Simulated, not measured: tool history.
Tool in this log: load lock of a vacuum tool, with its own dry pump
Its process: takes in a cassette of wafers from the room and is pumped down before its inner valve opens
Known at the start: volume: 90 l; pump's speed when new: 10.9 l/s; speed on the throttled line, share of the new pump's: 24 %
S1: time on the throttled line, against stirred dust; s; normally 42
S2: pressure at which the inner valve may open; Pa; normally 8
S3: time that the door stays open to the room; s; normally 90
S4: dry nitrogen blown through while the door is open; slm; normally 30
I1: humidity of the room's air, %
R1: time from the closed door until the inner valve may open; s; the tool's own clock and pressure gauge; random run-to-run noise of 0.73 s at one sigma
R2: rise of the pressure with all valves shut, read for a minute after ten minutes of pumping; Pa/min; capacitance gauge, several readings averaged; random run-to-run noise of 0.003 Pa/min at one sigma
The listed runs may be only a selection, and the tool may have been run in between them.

run    hour  S1  S2   S3  S4    I1     R1     R2
  1     0.0  42   8   90  30  47.2  110.3  0.009
  2   125.8  79   8   90  30  47.1  138.5  0.006
  3   323.6  42   8   90  30  44.0  109.7  0.009
  4   442.7  42   8   90  30  41.6  110.5  0.010
  5   573.9  42   8   90  30  45.6  110.5  0.006
  6   699.2  42   8   90  30  43.3  110.0  0.012
  7   881.6  42   8   90   7  44.3  110.8  0.014
  8  1023.0  42   8   90   7  44.2  109.9  0.012
  9  1222.7  42   8   90  30  45.4  111.2  0.013
 10  1387.8  42   8   90  30  43.3  110.6  0.006
 11  1625.1  42   8   90  30  46.7  110.8  0.011
 12  1776.5  42   8   54  30  43.5  111.3  0.009
     1961.9  -- dry pump taken out, an overhauled one fitted
 13  2035.9  42   8   90  30  42.5  111.4  0.004
 14  2195.9  42   8   90  30  46.6  110.2  0.009
 15  2383.5  42   8   90  30  46.2  111.9  0.009
 16  2617.3  42   8   90  30  44.2  110.2  0.008
 17  2734.2  42   8   90  30  48.0  111.0  0.009
 18  2839.4  42   8   90  30  43.2  110.6  0.008
 19  3079.4  42   8   90   6  46.0  111.2  0.025
 20  3304.5  58   8   90  25  44.1  125.1  0.005
 21  3521.5  42   8   54  44  43.9  110.6  0.007
 22  3741.8  54   8   90   5  47.2  118.8  0.022
 23  3881.0  83   8   90  22  44.9  143.2  0.010
 24  4007.3  83  14   78  22  45.6  138.0  0.008
 25  4265.9  83  14   78  22  43.5  138.2  0.008
 26  4504.3  83   9   80  22  40.6  141.1  0.013
     4599.5  -- door's seal changed, seat wiped
 27  4620.3  83   9   80  16  43.5  140.9  0.009
 28  4778.4  40  12  143  20  46.2  106.3  0.010
 29  4962.9  42  15   90  44  46.9  104.7  0.005
 30  5176.4  42  16   90  30  46.5  103.9  0.004
 31  5300.9  21   8  187  27  46.2   93.9  0.005
 32  5418.4  21   8  110   8  45.3   93.8  0.023
 33  5647.1  21   8  110   8  40.0   95.5  0.016
 34  5882.5  42   7   90  30  46.5  111.1  0.009
 35  6030.2  42   7   90  30  42.4  111.3  0.003
 36  6208.3  42   8   90  16  42.9  110.2  0.010
 37  6364.0  42   8   90  16  42.1  109.5  0.013

Predict each of these 3 candidate next runs independently; none follows another, all start after run 37:
  A  6619.8  40  16  42  16  47.8   ?   ?
  B  6619.8  42   8  65  36  43.2   ?   ?
  C  6619.8  34   8  90  16  47.0   ?   ?

run     R1     R2
  A  102.0  0.009
  B  110.3  0.010
  C  104.2  0.010
What these runs would have given with no unlogged condition in the tool:
run     R1     R2
  A  102.0  0.008
  B  110.2  0.010
  C  104.1  0.010
